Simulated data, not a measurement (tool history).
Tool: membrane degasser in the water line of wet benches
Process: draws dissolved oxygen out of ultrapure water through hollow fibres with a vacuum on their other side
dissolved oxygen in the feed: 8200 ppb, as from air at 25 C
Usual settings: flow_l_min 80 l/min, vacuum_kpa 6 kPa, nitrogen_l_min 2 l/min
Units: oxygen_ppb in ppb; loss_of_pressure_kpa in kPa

run 1 hour=0 | flow_l_min=80 vacuum_kpa=6 nitrogen_l_min=2 | oxygen_ppb=256.9 loss_of_pressure_kpa=32.84
run 2 hour=228.9 | flow_l_min=80 vacuum_kpa=6 nitrogen_l_min=2 | oxygen_ppb=254 loss_of_pressure_kpa=32.84
-- hour=432.5 vacuum gauge calibrated
run 3 hour=482.8 | flow_l_min=80 vacuum_kpa=6 nitrogen_l_min=2 | oxygen_ppb=239.4 loss_of_pressure_kpa=33.2
run 4 hour=719.3 | flow_l_min=80 vacuum_kpa=6 nitrogen_l_min=2 | oxygen_ppb=242.9 loss_of_pressure_kpa=33.05
run 5 hour=833.5 | flow_l_min=80 vacuum_kpa=6 nitrogen_l_min=2 | oxygen_ppb=239.6 loss_of_pressure_kpa=33.03
run 6 hour=1074.7 | flow_l_min=80 vacuum_kpa=6 nitrogen_l_min=2 | oxygen_ppb=243.5 loss_of_pressure_kpa=33.09
run 7 hour=1214.5 | flow_l_min=63 vacuum_kpa=6 nitrogen_l_min=2 | oxygen_ppb=192 loss_of_pressure_kpa=25.82
run 8 hour=1359 | flow_l_min=80 vacuum_kpa=6 nitrogen_l_min=2 | oxygen_ppb=241.9 loss_of_pressure_kpa=32.64
run 9 hour=1528.3 | flow_l_min=80 vacuum_kpa=6 nitrogen_l_min=2 | oxygen_ppb=248.1 loss_of_pressure_kpa=33.37
run 10 hour=1663.4 | flow_l_min=80 vacuum_kpa=6 nitrogen_l_min=2 | oxygen_ppb=240.4 loss_of_pressure_kpa=33.12
run 11 hour=1856.9 | flow_l_min=80 vacuum_kpa=6 nitrogen_l_min=4.11 | oxygen_ppb=143.3 loss_of_pressure_kpa=32.93
run 12 hour=2101.1 | flow_l_min=80 vacuum_kpa=6 nitrogen_l_min=4.11 | oxygen_ppb=140.9 loss_of_pressure_kpa=32.63
run 13 hour=2226.8 | flow_l_min=80 vacuum_kpa=13.97 nitrogen_l_min=5.77 | oxygen_ppb=358 loss_of_pressure_kpa=33.15
run 14 hour=2453.7 | flow_l_min=65 vacuum_kpa=14.48 nitrogen_l_min=5.77 | oxygen_ppb=299.3 loss_of_pressure_kpa=27.21
run 15 hour=2695.6 | flow_l_min=65 vacuum_kpa=14.48 nitrogen_l_min=5.77 | oxygen_ppb=297.3 loss_of_pressure_kpa=27
run 16 hour=2928.6 | flow_l_min=80 vacuum_kpa=5.32 nitrogen_l_min=2 | oxygen_ppb=193.5 loss_of_pressure_kpa=33.31
run 17 hour=3086.1 | flow_l_min=70 vacuum_kpa=5.32 nitrogen_l_min=2 | oxygen_ppb=168.7 loss_of_pressure_kpa=28.92

The next listed run, before its measurement:
run 18 hour=3228.6 | flow_l_min=111 vacuum_kpa=6 nitrogen_l_min=2.97 | oxygen_ppb=? loss_of_pressure_kpa=?

{"run 18": {"oxygen_ppb": 270.5, "loss_of_pressure_kpa": 46.21}}
Without the tool's hidden state the same run would have given oxygen_ppb 255.6 ppb, loss_of_pressure_kpa 44.66 kPa.
